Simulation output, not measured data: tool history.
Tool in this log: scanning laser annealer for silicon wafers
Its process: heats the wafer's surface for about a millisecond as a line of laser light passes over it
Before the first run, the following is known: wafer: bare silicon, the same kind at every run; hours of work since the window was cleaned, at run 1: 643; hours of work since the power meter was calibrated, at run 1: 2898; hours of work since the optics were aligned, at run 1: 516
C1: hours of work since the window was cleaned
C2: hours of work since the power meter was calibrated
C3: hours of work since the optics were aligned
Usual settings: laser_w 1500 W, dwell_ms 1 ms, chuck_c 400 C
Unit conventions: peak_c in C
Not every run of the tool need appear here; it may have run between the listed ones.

Run 1, hour 0: usual settings; C1 643; C2 2898; C3 516. Result: peak_c 1194 C.
Run 2, hour 89.8: usual settings; C1 710; C2 2965; C3 583. Result: peak_c 1193 C.
At hour 105.9: window over the wafer cleaned.
Run 3, hour 172.2: usual settings but laser_w 1483 W; C1 50; C2 3026; C3 644. Result: peak_c 1181 C.
Run 4, hour 237.2: usual settings but chuck_c 409 C; C1 99; C2 3075; C3 693. Result: peak_c 1202 C.
Run 5, hour 314.1: usual settings but chuck_c 409 C; C1 156; C2 3132; C3 750. Result: peak_c 1202 C.
Run 6, hour 410: usual settings but chuck_c 409 C; C1 229; C2 3205; C3 823. Result: peak_c 1204 C.
Run 7, hour 482.9: usual settings but chuck_c 409 C; C1 283; C2 3259; C3 877. Result: peak_c 1202 C.
Run 8, hour 560.5: usual settings but chuck_c 409 C; C1 342; C2 3318; C3 936. Result: peak_c 1202 C.
Run 9, hour 636.4: usual settings but chuck_c 415 C; C1 399; C2 3375; C3 993. Result: peak_c 1210 C.
Run 10, hour 725.1: usual settings; C1 465; C2 3441; C3 1059. Result: peak_c 1195 C.
Run 11, hour 797.3: usual settings but laser_w 1535 W; C1 520; C2 3496; C3 1114. Result: peak_c 1217 C.
At hour 854.1: optics aligned, line set to its width.
Run 12, hour 887.1: usual settings; C1 583; C2 3559; C3 25. Result: peak_c 1191 C.
Run 13, hour 975.3: usual settings; C1 650; C2 3626; C3 91. Result: peak_c 1196 C.
Run 14, hour 1054.7: usual settings but laser_w 1384 W; C1 709; C2 3685; C3 151. Result: peak_c 1124 C.
At hour 1073.1: window over the wafer cleaned.
Run 15, hour 1133: usual settings but dwell_ms 0.86 ms, chuck_c 384 C; C1 45; C2 3743; C3 208. Result: peak_c 1118 C.
Run 16, hour 1190.6: usual settings but dwell_ms 0.86 ms, chuck_c 384 C; C1 88; C2 3786; C3 251. Result: peak_c 1118 C.
Run 17, hour 1255.7: usual settings but laser_w 1439 W, dwell_ms 1.2 ms, chuck_c 384 C; C1 137; C2 3835; C3 300. Result: peak_c 1222 C.
Run 18, hour 1352: usual settings but dwell_ms 0.92 ms, chuck_c 411 C; C1 210; C2 3907; C3 373. Result: peak_c 1170 C.
Run 19, hour 1409.3: usual settings but laser_w 1597 W, dwell_ms 0.97 ms, chuck_c 390 C; C1 253; C2 3950; C3 416. Result: peak_c 1229 C.
Run 20, hour 1467.4: usual settings but laser_w 1299 W; C1 296; C2 3994; C3 459. Result: peak_c 1074 C.
Run 21, hour 1558.6: usual settings but laser_w 1355 W, dwell_ms 0.76 ms; C1 365; C2 4063; C3 528. Result: peak_c 1014 C.
Run 22, hour 1642.4: usual settings but laser_w 1541 W, dwell_ms 0.76 ms, chuck_c 423 C; C1 428; C2 4125; C3 591. Result: peak_c 1133 C.
Run 23, hour 1687.2: usual settings but laser_w 1600 W; C1 462; C2 4159; C3 625. Result: peak_c 1251 C.
Run 24, hour 1783.4: usual settings but laser_w 1600 W; C1 534; C2 4231; C3 697. Result: peak_c 1256 C.
Run 25, hour 1857.9: usual settings but laser_w 1517 W, dwell_ms 1.16 ms, chuck_c 370 C; C1 590; C2 4287; C3 753. Result: peak_c 1241 C.
Run 26, hour 1921.2: usual settings but laser_w 1507 W, dwell_ms 1.22 ms, chuck_c 411 C; C1 637; C2 4335; C3 800. Result: peak_c 1297 C.
Run 27, hour 1991.1: usual settings but dwell_ms 1.14 ms; C1 690; C2 4388; C3 853. Result: peak_c 1251 C.

Forecast each of these 4 alternatives for the next run:
At hour 2035.8: window over the wafer cleaned.
Run A, hour 2045.4: usual settings but laser_w 1434 W, dwell_ms 0.75 ms; C1 7; C2 4427; C3 892. Result: peak_c ?.
At hour 2035.8: window over the wafer cleaned.
Run B, hour 2045.4: usual settings but chuck_c 374 C; C1 7; C2 4427; C3 892. Result: peak_c ?.
At hour 2035.8: window over the wafer cleaned.
Run C, hour 2045.4: usual settings but chuck_c 394 C; C1 7; C2 4427; C3 892. Result: peak_c ?.
At hour 2035.8: window over the wafer cleaned.
Run D, hour 2045.4: usual settings but dwell_ms 1.14 ms, chuck_c 407 C; C1 7; C2 4427; C3 892. Result: peak_c ?.

run  peak_c
  A    1049
  B    1167
  C    1189
  D    1260
The same runs, with their run-to-run variation unchanged, on a tool lacking any hidden condition would have given:
run  peak_c
  A    1049
  B    1167
  C    1189
  D    1260
